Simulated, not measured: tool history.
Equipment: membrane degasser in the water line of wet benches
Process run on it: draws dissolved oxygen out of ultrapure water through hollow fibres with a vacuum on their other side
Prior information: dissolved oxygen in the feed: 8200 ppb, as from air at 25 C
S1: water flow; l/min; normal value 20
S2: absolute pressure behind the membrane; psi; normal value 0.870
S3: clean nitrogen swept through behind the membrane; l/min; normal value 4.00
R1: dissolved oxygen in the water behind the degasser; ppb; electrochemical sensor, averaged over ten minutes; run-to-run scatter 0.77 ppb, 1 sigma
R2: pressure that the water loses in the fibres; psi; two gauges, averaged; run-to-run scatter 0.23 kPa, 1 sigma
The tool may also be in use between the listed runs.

| run | hour | S1 | S2 | S3 | R1 | R2 |
|---|---|---|---|---|---|---|
| 1 | 0.0 | 20 | 0.870 | 4.00 | 70.4 | 8.464 |
| 2 | 61.1 | 20 | 0.870 | 2.55 | 88.4 | 8.437 |
| 3 | 187.4 | 20 | 0.870 | 4.00 | 69.9 | 8.492 |
| 4 | 297.3 | 20 | 0.870 | 4.00 | 70.9 | 8.430 |
| 5 | 395.6 | 20 | 0.870 | 4.00 | 70.8 | 8.520 |
| 6 | 466.2 | 20 | 0.870 | 4.00 | 71.1 | 8.491 |
| 7 | 563.9 | 20 | 0.870 | 4.00 | 72.0 | 8.456 |
| 8 | 636.7 | 20 | 0.870 | 4.00 | 70.4 | 8.469 |
| 9 | 718.0 | 12 | 0.870 | 4.00 | 26.9 | 5.076 |
| 10 | 815.5 | 12 | 0.870 | 4.00 | 27.1 | 5.114 |
| 11 | 914.5 | 12 | 0.870 | 4.00 | 26.7 | 5.102 |
| 12 | 1063.8 | 12 | 0.870 | 4.00 | 27.5 | 5.115 |
| 13 | 1148.3 | 18 | 1.236 | 9.53 | 51.0 | 7.662 |
| 14 | 1275.3 | 19 | 0.555 | 4.26 | 38.5 | 8.025 |
| 15 | 1354.9 | 23 | 0.555 | 7.04 | 60.3 | 9.845 |
| 16 | 1422.2 | 23 | 1.065 | 7.04 | 87.5 | 9.829 |
| 17 | 1488.7 | 23 | 1.498 | 7.81 | 105.8 | 9.870 |
| 18 | 1551.9 | 23 | 1.498 | 7.81 | 107.4 | 9.778 |
| 19 | 1653.9 | 23 | 1.498 | 2.63 | 201.5 | 9.823 |
| 20 | 1735.7 | 21 | 0.870 | 3.95 | 77.7 | 8.979 |
| 21 | 1805.7 | 21 | 0.870 | 3.95 | 78.7 | 8.936 |
| 22 | 1925.3 | 21 | 0.870 | 4.00 | 78.7 | 8.989 |
| 23 | 2050.8 | 21 | 0.870 | 4.00 | 78.7 | 9.008 |
| 24 | 2168.9 | 21 | 0.870 | 4.00 | 79.8 | 8.958 |

3 ways to go on from here, each from the tool as it stands after run 24. What would each give?
| A | 2234.0 | 15 | 0.912 | 4.00 | ? | ? |
| B | 2234.0 | 30 | 0.854 | 4.00 | ? | ? |
| C | 2234.0 | 30 | 0.870 | 4.00 | ? | ? |

| run | R1 | R2 |
|---|---|---|
| A | 42.5 | 6.447 |
| B | 156.1 | 12.798 |
| C | 158.4 | 12.871 |
Take away the tool's hidden state, keep each run's random variation, and the runs would have read:
| run | R1 | R2 |
|---|---|---|
| A | 42.4 | 6.364 |
| B | 155.8 | 12.634 |
| C | 158.1 | 12.705 |
